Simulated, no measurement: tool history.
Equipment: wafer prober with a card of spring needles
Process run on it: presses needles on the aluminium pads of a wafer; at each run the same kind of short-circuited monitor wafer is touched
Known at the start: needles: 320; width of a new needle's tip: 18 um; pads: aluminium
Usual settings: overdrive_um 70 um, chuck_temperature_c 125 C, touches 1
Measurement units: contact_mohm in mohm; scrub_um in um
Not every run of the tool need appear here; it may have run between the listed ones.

{"run": 1, "hour": 0.0, "overdrive_um": 70, "chuck_temperature_c": 125, "touches": 1, "contact_mohm": 285, "scrub_um": 9.66}
{"hour": 2.3, "done": "tips cleaned on abrasive film"}
{"hour": 13.4, "done": "tips cleaned on abrasive film"}
{"hour": 20.3, "done": "height of the first contact set anew"}
{"hour": 24.8, "done": "tips cleaned on abrasive film"}
{"hour": 36.0, "done": "tips cleaned on abrasive film"}
{"hour": 45.6, "done": "tips cleaned on abrasive film"}
{"run": 2, "hour": 45.6, "overdrive_um": 70, "chuck_temperature_c": 125, "touches": 1, "contact_mohm": 286, "scrub_um": 9.71}
{"hour": 56.7, "done": "tips cleaned on abrasive film"}
{"hour": 67.9, "done": "tips cleaned on abrasive film"}
{"hour": 79.0, "done": "tips cleaned on abrasive film"}
{"hour": 88.0, "done": "tips cleaned on abrasive film"}
{"run": 3, "hour": 88.0, "overdrive_um": 70, "chuck_temperature_c": 80, "touches": 1, "contact_mohm": 270, "scrub_um": 9.71}
{"hour": 99.1, "done": "tips cleaned on abrasive film"}
{"hour": 110.2, "done": "tips cleaned on abrasive film"}
{"hour": 119.1, "done": "tips cleaned on abrasive film"}
{"hour": 130.2, "done": "tips cleaned on abrasive film"}
{"hour": 141.4, "done": "tips cleaned on abrasive film"}
{"run": 4, "hour": 142.3, "overdrive_um": 70, "chuck_temperature_c": 125, "touches": 1, "contact_mohm": 285, "scrub_um": 9.74}
{"hour": 151.2, "done": "tips cleaned on abrasive film"}
{"hour": 153.7, "done": "height of the first contact set anew"}
{"hour": 162.6, "done": "tips cleaned on abrasive film"}
{"hour": 173.7, "done": "tips cleaned on abrasive film"}
{"hour": 184.9, "done": "tips cleaned on abrasive film"}
{"hour": 193.8, "done": "tips cleaned on abrasive film"}
{"run": 5, "hour": 198.6, "overdrive_um": 70, "chuck_temperature_c": 67, "touches": 1, "contact_mohm": 268, "scrub_um": 9.73}
{"hour": 203.1, "done": "tips cleaned on abrasive film"}
{"hour": 214.2, "done": "tips cleaned on abrasive film"}
{"hour": 223.2, "done": "tips cleaned on abrasive film"}
{"hour": 234.3, "done": "tips cleaned on abrasive film"}
{"run": 6, "hour": 238.7, "overdrive_um": 70, "chuck_temperature_c": 67, "touches": 1, "contact_mohm": 274, "scrub_um": 9.74}
{"hour": 243.2, "done": "tips cleaned on abrasive film"}
{"hour": 254.4, "done": "tips cleaned on abrasive film"}
{"hour": 265.5, "done": "tips cleaned on abrasive film"}
{"hour": 276.6, "done": "tips cleaned on abrasive film"}
{"hour": 285.7, "done": "height of the first contact set anew"}
{"hour": 288.0, "done": "tips cleaned on abrasive film"}
{"run": 7, "hour": 295.0, "overdrive_um": 70, "chuck_temperature_c": 67, "touches": 3, "contact_mohm": 270, "scrub_um": 9.75}
{"hour": 297.3, "done": "tips cleaned on abrasive film"}
{"hour": 306.2, "done": "tips cleaned on abrasive film"}
{"hour": 317.4, "done": "tips cleaned on abrasive film"}
{"hour": 328.5, "done": "tips cleaned on abrasive film"}
{"hour": 337.4, "done": "tips cleaned on abrasive film"}
{"run": 8, "hour": 343.9, "overdrive_um": 70, "chuck_temperature_c": 67, "touches": 3, "contact_mohm": 269, "scrub_um": 9.77}
{"hour": 348.4, "done": "tips cleaned on abrasive film"}
{"hour": 359.5, "done": "tips cleaned on abrasive film"}
{"hour": 370.6, "done": "tips cleaned on abrasive film"}
{"hour": 379.5, "done": "tips cleaned on abrasive film"}
{"hour": 390.7, "done": "tips cleaned on abrasive film"}
{"run": 9, "hour": 394.9, "overdrive_um": 70, "chuck_temperature_c": 67, "touches": 3, "contact_mohm": 268, "scrub_um": 9.78}
{"hour": 401.7, "done": "tips cleaned on abrasive film"}
{"hour": 410.6, "done": "tips cleaned on abrasive film"}
{"hour": 417.5, "done": "height of the first contact set anew"}
{"hour": 422.0, "done": "tips cleaned on abrasive film"}
{"hour": 433.1, "done": "tips cleaned on abrasive film"}
{"run": 10, "hour": 440.4, "overdrive_um": 70, "chuck_temperature_c": 67, "touches": 3, "contact_mohm": 268, "scrub_um": 9.78}
{"hour": 442.7, "done": "tips cleaned on abrasive film"}
{"hour": 453.9, "done": "tips cleaned on abrasive film"}
{"hour": 465.0, "done": "tips cleaned on abrasive film"}
{"hour": 475.5, "done": "tips cleaned on abrasive film"}
{"run": 11, "hour": 475.5, "overdrive_um": 70, "chuck_temperature_c": 67, "touches": 3, "contact_mohm": 267, "scrub_um": 9.79}
{"hour": 486.6, "done": "tips cleaned on abrasive film"}
{"hour": 495.5, "done": "tips cleaned on abrasive film"}
{"hour": 506.6, "done": "tips cleaned on abrasive film"}
{"run": 12, "hour": 507.8, "overdrive_um": 70, "chuck_temperature_c": 67, "touches": 3, "contact_mohm": 272, "scrub_um": 9.78}

Predict the results of run 13:
{"hour": 516.8, "done": "tips cleaned on abrasive film"}
{"hour": 525.7, "done": "tips cleaned on abrasive film"}
{"run": 13, "hour": 531.8, "overdrive_um": 70, "chuck_temperature_c": 67, "touches": 3, "contact_mohm": "?", "scrub_um": "?"}

contact_mohm: 269 mohm
scrub_um: 9.79 um
Were there no unlogged condition in the tool, this run, its random variation unchanged, would have produced contact_mohm 268 mohm, scrub_um 9.69 um.
